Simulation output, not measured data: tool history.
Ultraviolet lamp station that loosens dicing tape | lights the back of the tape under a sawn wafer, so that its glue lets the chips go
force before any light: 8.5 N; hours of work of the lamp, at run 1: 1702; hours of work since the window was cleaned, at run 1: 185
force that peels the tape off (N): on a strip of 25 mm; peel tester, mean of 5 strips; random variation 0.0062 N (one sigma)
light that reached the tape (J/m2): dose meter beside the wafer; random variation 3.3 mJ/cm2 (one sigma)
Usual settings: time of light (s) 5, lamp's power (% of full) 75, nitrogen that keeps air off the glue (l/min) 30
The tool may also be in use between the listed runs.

run    hour  time of light (s)  lamp's power (% of full)  nitrogen that keeps air off the glue (l/min)  hours of work of the lamp  hours of work since the window was cleaned  force that peels the tape off (N)  light that reached the tape (J/m2)
  1       0                  5                        75                                            30                       1702                                         185                              0.435                                3850
  2      36                  5                        75                                            30                       1728                                         211                              0.456                                3830
  3    71.8                  5                        75                                            30                       1753                                         236                              0.473                                3780
  4   134.4                  5                        75                                            30                       1797                                         281                              0.488                                3690
  5   169.5                  5                        75                                            30                       1822                                         305                               0.49                                3690
  6   237.8                  5                        75                                            30                       1871                                         354                              0.529                                3680
      294.3  -- lamp changed
  7   302.4                  5                        75                                            30                          6                                         399                              0.243                                4740
  8   351.7                  5                        75                                            30                         41                                         434                              0.254                                4670
  9   426.3                  5                        75                                            30                         93                                         487                              0.279                                4610
 10   492.1                  5                        75                                            30                        140                                         533                              0.284                                4520
      504.5  -- window cleaned of glue's vapour
 11   572.1                  5                        75                                            30                        196                                          48                              0.213                                5020
 12   639.6                  5                        75                                            30                        244                                          96                              0.229                                4930
 13   702.5                  5                        87                                            30                        289                                         140                               0.15                                5630
 14     743                  5                        87                                            30                        317                                         169                              0.155                                5600
 15   814.7                  5                        74                                            30                        368                                         220                              0.259                                4620
 16   850.4                  2                        65                                            51                        394                                         245                              1.782                                1630
 17   935.7                  4                        91                                            16                        454                                         305                              0.583                                4380
 18  1000.3                  4                        91                                            16                        500                                         351                              0.624                                4330
 19  1072.3                  4                        91                                            16                        551                                         402                              0.635                                4260
 20  1116.1                  3                        70                                            26                        582                                         433                              1.379                                2410
 21  1180.5                  3                        95                                            41                        627                                         479                              0.536                                3220
 22  1266.6                  8                        75                                            53                        688                                         540                              0.078                                6720
     1271.5  -- window cleaned of glue's vapour
 23  1331.8                  8                        93                                            11                        734                                          43                              0.135                                9250
 24  1407.8                  8                        78                                            11                        788                                          97                              0.183                                7600
 25  1458.9                  8                        94                                            20                        824                                         133                              0.079                                9030
 26  1538.6                  8                        94                                            20                        881                                         189                              0.083                                8870
 27  1597.7                  3                        94                                            20                        923                                         231                              0.917                                3250
 28  1642.9                  3                        78                                            26                        955                                         263                               1.14                                2660
 29  1718.2                  5                        75                                            11                       1008                                         316                              0.908                                4180

Forecast each of these 5 alternatives for the next run:
  A  1774.1                  5                        75                                            30                       1048                                         356                                  ?                                   ?
  B  1774.1                  3                        75                                            57                       1048                                         356                                  ?                                   ?
  C  1774.1                  5                        76                                            13                       1048                                         356                                  ?                                   ?
  D  1774.1                  9                        89                                            17                       1048                                         356                                  ?                                   ?
  E  1774.1                  5                        75                                            30                       1048                                         356                                  ?                                   ?

run  force that peels the tape off (N)  light that reached the tape (J/m2)
  A                              0.347                                4080
  B                              0.762                                2480
  C                              0.791                                4160
  D                              0.106                                8770
  E                              0.391                                4150
Without the tool's hidden state the same runs would have given:
run  force that peels the tape off (N)  light that reached the tape (J/m2)
  A                              0.166                                5240
  B                              0.412                                3180
  C                              0.428                                5340
  D                              0.084                               11260
  E                              0.198                                5320

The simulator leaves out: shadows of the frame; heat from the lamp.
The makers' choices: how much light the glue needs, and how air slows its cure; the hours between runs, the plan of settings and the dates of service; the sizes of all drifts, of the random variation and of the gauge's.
